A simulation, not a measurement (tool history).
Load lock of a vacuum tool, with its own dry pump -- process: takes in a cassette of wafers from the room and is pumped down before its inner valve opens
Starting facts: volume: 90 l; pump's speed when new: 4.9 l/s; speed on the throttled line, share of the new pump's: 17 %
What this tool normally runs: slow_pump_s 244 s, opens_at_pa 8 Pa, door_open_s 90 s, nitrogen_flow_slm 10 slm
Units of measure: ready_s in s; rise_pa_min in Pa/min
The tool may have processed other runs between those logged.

| run | day | slow_pump_s | opens_at_pa | door_open_s | nitrogen_flow_slm | incoming humidity of the room's air, % | ready_s | rise_pa_min |
|---|---|---|---|---|---|---|---|---|
| 1 | 0.000 | 244 | 8 | 90 | 10 | 45.7 | 382.5 | 0.059 |
| 2 | 4.450 | 244 | 8 | 90 | 4 | 46.8 | 381.8 | 0.067 |
| 3 | 9.750 | 244 | 8 | 90 | 4 | 47.3 | 381.0 | 0.072 |
| 4 | 13.254 | 244 | 8 | 90 | 4 | 43.1 | 380.0 | 0.070 |
| 5 | 16.692 | 244 | 8 | 90 | 4 | 46.7 | 380.2 | 0.072 |
| 6 | 19.675 | 259 | 8 | 90 | 10 | 50.5 | 393.3 | 0.063 |
| 7 | 24.062 | 297 | 8 | 90 | 10 | 45.4 | 424.5 | 0.058 |
| 8 | 28.325 | 297 | 7 | 90 | 10 | 48.5 | 426.8 | 0.062 |
| 9 | 32.717 | 297 | 7 | 90 | 10 | 46.1 | 429.3 | 0.059 |
| 10 | 36.392 | 244 | 8 | 90 | 10 | 43.6 | 383.2 | 0.062 |
| 11 | 41.667 | 244 | 8 | 90 | 10 | 47.0 | 381.8 | 0.061 |
| 12 | 46.288 | 244 | 8 | 90 | 10 | 43.5 | 381.9 | 0.066 |
| 13 | 50.846 | 244 | 8 | 90 | 10 | 40.4 | 382.7 | 0.061 |
| 14 | 56.383 | 244 | 8 | 90 | 10 | 44.3 | 384.3 | 0.063 |
| 15 | 59.996 | 244 | 8 | 90 | 8 | 48.5 | 381.4 | 0.078 |
| 16 | 62.488 | 244 | 8 | 72 | 10 | 43.2 | 386.6 | 0.062 |
| 17 | 67.462 | 244 | 8 | 90 | 10 | 44.5 | 380.9 | 0.065 |
| 18 | 69.971 | 244 | 8 | 90 | 10 | 44.4 | 384.7 | 0.070 |
| 19 | 74.758 | 244 | 8 | 90 | 10 | 45.5 | 382.2 | 0.076 |
| 20 | 77.462 | 149 | 8 | 42 | 7 | 46.9 | 306.3 | 0.062 |
| 21 | 82.804 | 126 | 8 | 27 | 10 | 47.1 | 285.5 | 0.054 |
| 22 | 87.117 | 126 | 11 | 27 | 10 | 47.5 | 281.1 | 0.054 |
| 23 | 91.596 | 126 | 11 | 27 | 10 | 44.2 | 280.8 | 0.051 |
| 24 | 97.404 | 347 | 8 | 37 | 14 | 45.3 | 467.4 | 0.054 |
| 25 | 102.317 | 244 | 14 | 115 | 10 | 46.9 | 372.2 | 0.085 |
| 26 | 105.950 | 215 | 13 | 142 | 41 | 44.9 | 352.4 | 0.067 |
| 27 | 110.158 | 181 | 11 | 154 | 9 | 46.6 | 328.7 | 0.104 |
| 28 | 113.229 | 181 | 11 | 154 | 9 | 44.6 | 326.7 | 0.101 |
| 29 | 116.750 | 166 | 8 | 90 | 8 | 44.2 | 322.0 | 0.083 |
| 30 | 120.292 | 244 | 8 | 54 | 10 | 44.7 | 384.9 | 0.075 |
| 31 | 123.150 | 172 | 8 | 214 | 12 | 43.6 | 327.0 | 0.114 |
| 32 | 125.746 | 172 | 8 | 214 | 12 | 45.8 | 325.7 | 0.118 |
| 33 | 129.808 | 172 | 8 | 214 | 12 | 44.3 | 324.1 | 0.116 |
| 34 | 133.492 | 332 | 7 | 90 | 6 | 45.1 | 459.7 | 0.096 |
| 35 | 136.346 | 400 | 12 | 90 | 10 | 47.9 | 505.8 | 0.098 |
| 36 | 140.712 | 480 | 6 | 90 | 20 | 46.0 | 583.9 | 0.074 |
| 37 | 144.150 | 480 | 6 | 90 | 20 | 48.9 | 581.0 | 0.087 |

Predict each of these 3 candidate next runs independently; none follows another, all start after run 37:
| A | 149.575 | 369 | 8 | 90 | 5 | 46.2 | ? | ? |
| B | 149.575 | 218 | 8 | 90 | 10 | 43.4 | ? | ? |
| C | 149.575 | 244 | 8 | 51 | 10 | 47.9 | ? | ? |

| run | ready_s | rise_pa_min |
|---|---|---|
| A | 485.3 | 0.100 |
| B | 365.0 | 0.087 |
| C | 385.5 | 0.077 |
Stripped of hidden state, with their random variation kept, the same runs would have yielded:
| run | ready_s | rise_pa_min |
|---|---|---|
| A | 476.6 | 0.052 |
| B | 354.3 | 0.039 |
| C | 375.5 | 0.030 |
